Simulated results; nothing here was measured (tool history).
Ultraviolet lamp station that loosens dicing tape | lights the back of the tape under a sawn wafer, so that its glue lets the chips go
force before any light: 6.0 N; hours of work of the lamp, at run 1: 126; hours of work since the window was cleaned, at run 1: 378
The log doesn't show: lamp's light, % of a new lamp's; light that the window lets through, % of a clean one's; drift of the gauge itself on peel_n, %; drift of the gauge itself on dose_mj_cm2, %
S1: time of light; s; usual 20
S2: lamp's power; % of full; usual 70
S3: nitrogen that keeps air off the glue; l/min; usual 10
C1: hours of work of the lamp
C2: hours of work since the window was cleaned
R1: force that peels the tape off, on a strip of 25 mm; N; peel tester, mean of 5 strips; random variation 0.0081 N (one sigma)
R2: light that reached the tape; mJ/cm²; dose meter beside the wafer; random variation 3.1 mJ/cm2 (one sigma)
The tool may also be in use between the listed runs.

run   hour  S1  S2  S3   C1   C2     R1   R2
  1      0  20  70  10  126  378  0.377  426
  2   14.4  20  70   7  132  384  0.472  416
  3   24.1  20  70  10  136  388  0.389  417
  4     31  20  70  10  139  391  0.386  425
  5   42.8  20  70  10  144  396  0.365  417
  6     50  20  70  10  147  399  0.385  414
  7   64.6  20  70  10  153  405  0.393  412
  8   72.8  20  70  10  156  409  0.383  416
  9   86.2  20  70  10  162  414  0.384  412
 10   92.2  20  70  10  164  417   0.38  410
 11  105.8  20  70  10  170  422  0.404  413
 12  120.1  20  89  10  176  428  0.288  526
 13  128.4  20  89  10  179  432  0.286  523
 14  138.2  20  81  10  183  436   0.35  472
 15  148.6  20  81  10  188  440   0.32  472
 16  162.5  38  70  10  194  446  0.243  774
 17  173.6  38  70  10  198  451  0.245  770
 18  185.4  38  70  10  203  456  0.237  765
 19  192.8  20  70  10  206  459  0.408  402
 20  207.8  16  70  10  212  465  0.586  318
 21  220.1  16  70  10  218  470  0.581  319
 22  231.9  16  70   7  223  475  0.723  318
 23  239.3  15  99  10  226  478  0.375  419
 24  249.2  14  82  10  230  482  0.579  326
 25  257.9  14  82  10  233  486  0.577  330
 26  266.1  20  70  10  237  489  0.394  394
 27  272.8  20  82   7  240  492  0.413  460
 28  286.7  20  82   7  245  498  0.424  460
 29  299.6  18  69  17  251  503  0.378  347
 30  308.4  20  76  10  254  507  0.361  431
 31  321.8  36  98   9  260  513  0.248  976
 32  331.5  13  66   4  264  517  1.634  236
 33  338.8  13  66   4  267  520  1.587  240
 34  353.4  13  66   4  273  526  1.599  233
 35  360.5  10  98   9  276  529  0.809  270
 36  372.6  18  65  12  281  534  0.506  322
 37  383.7  18  65  12  286  538  0.526  323
 38  397.7  10  86  11  292  544  0.924  236
     404.3  -- window cleaned of glue's vapour
 39  408.3  10  77   8  296    2  1.084  241
 40  420.7  10  77   8  301    7  1.073  237

Measured less the same run without the tool's hidden state. The same run-to-run variation is in both; the gauge's scatter may not be:
run      R1    R2
  1  +0.059   -60
  2  +0.088   -62
  3  +0.061   -62
  4  +0.062   -63
  5   +0.06   -64
  6  +0.064   -64
  7  +0.066   -66
  8  +0.066   -66
  9  +0.067   -68
 10  +0.068   -69
 11  +0.074   -71
 12  +0.032   -92
 13  +0.032   -93
 14   +0.05   -86
 15  +0.048   -86
 16  +0.004  -145
 17  +0.005  -146
 18  +0.005  -148
 19  +0.085   -79
 20  +0.149   -64
 21  +0.152   -65
 22  +0.196   -66
 23  +0.075   -88
 24   +0.15   -68
 25  +0.152   -69
 26  +0.089   -85
 27  +0.094  -101
 28  +0.097  -102
 29  +0.078   -79
 30  +0.075   -99
 31  +0.002  -228
 32  +0.397   -56
 33   +0.39   -57
 34  +0.397   -57
 35  +0.248   -67
 36  +0.143   -81
 37   +0.15   -82
 38   +0.29   -61
 39  +0.155   -25
 40  +0.157   -26
